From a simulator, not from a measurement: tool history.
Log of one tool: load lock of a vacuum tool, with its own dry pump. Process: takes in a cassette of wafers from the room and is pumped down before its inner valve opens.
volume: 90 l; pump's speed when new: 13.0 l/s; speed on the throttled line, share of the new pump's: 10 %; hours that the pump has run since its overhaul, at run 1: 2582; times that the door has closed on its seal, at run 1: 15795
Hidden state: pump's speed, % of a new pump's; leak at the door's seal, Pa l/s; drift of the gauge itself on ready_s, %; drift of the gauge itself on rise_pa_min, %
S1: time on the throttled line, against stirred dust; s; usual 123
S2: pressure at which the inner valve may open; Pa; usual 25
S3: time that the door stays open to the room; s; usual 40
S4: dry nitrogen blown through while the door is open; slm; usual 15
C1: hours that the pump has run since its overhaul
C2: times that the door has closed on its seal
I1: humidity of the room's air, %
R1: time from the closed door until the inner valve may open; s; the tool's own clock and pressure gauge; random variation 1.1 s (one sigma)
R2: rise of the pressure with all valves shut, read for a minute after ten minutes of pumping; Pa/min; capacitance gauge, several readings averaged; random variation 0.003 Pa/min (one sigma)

run	day	S1	S2	S3	S4	C1	C2	I1	R1	R2
1	0.000	123	25	40	15	2582	15795	50.4	169.8	0.432
2	7.254	123	25	30	15	2756	16186	43.8	167.3	0.449
3	14.358	123	25	30	15	2926	16569	45.1	169.7	0.475
4	26.750	123	25	30	15	3224	17236	43.6	171.1	0.489
5	31.733	123	25	30	15	3343	17504	43.5	168.9	0.506
6	41.071	123	27	40	15	3567	18008	43.9	170.0	0.525
7	51.071	123	27	40	15	3807	18546	45.5	166.7	0.557
8	57.146	123	27	40	15	3953	18874	44.9	168.6	0.556
9	64.512	123	25	40	15	4130	19271	46.7	170.0	0.585
10	74.454	123	46	40	15	4368	19806	46.3	166.5	0.600
11	86.579	123	46	40	15	4660	20460	43.4	165.2	0.641
12	93.896	73	28	65	32	4835	20854	46.5	124.5	0.662
13	105.183	123	27	47	26	5106	21462	48.2	168.1	0.687
14	116.525	123	22	47	30	5378	22073	48.6	169.3	0.707
15	122.192	123	22	47	7	5514	22378	41.7	171.5	0.748
# day 125.467: door's seal changed, seat wiped
16	130.304	76	25	199	15	5707	261	42.8	127.0	0.043
17	140.542	76	25	199	15	5953	813	43.8	128.2	0.053
18	150.112	192	25	199	44	6183	1328	43.7	231.6	0.035
19	156.279	126	20	106	9	6331	1660	47.4	176.4	0.068
20	164.042	126	20	106	9	6517	2079	45.7	175.8	0.070
21	175.738	126	20	106	9	6798	2709	46.5	174.7	0.078
22	181.579	126	46	30	19	6938	3023	44.9	169.6	0.053

5 ways to go on from here, each from the tool as it stands after run 22. What would each give?
A	188.562	123	20	40	5	7106	3400	44.8	?	?
B	188.562	118	25	30	19	7106	3400	43.5	?	?
C	188.562	126	47	30	19	7106	3400	40.2	?	?
D	188.562	126	40	176	19	7106	3400	46.9	?	?
E	188.562	126	19	141	5	7106	3400	43.9	?	?

run	R1	R2
A	172.2	0.081
B	165.4	0.063
C	169.9	0.063
D	168.9	0.082
E	177.1	0.109
Without the tool's hidden state the same runs would have given:
run	R1	R2
A	169.1	0.037
B	162.3	0.019
C	167.2	0.021
D	166.1	0.038
E	174.0	0.065
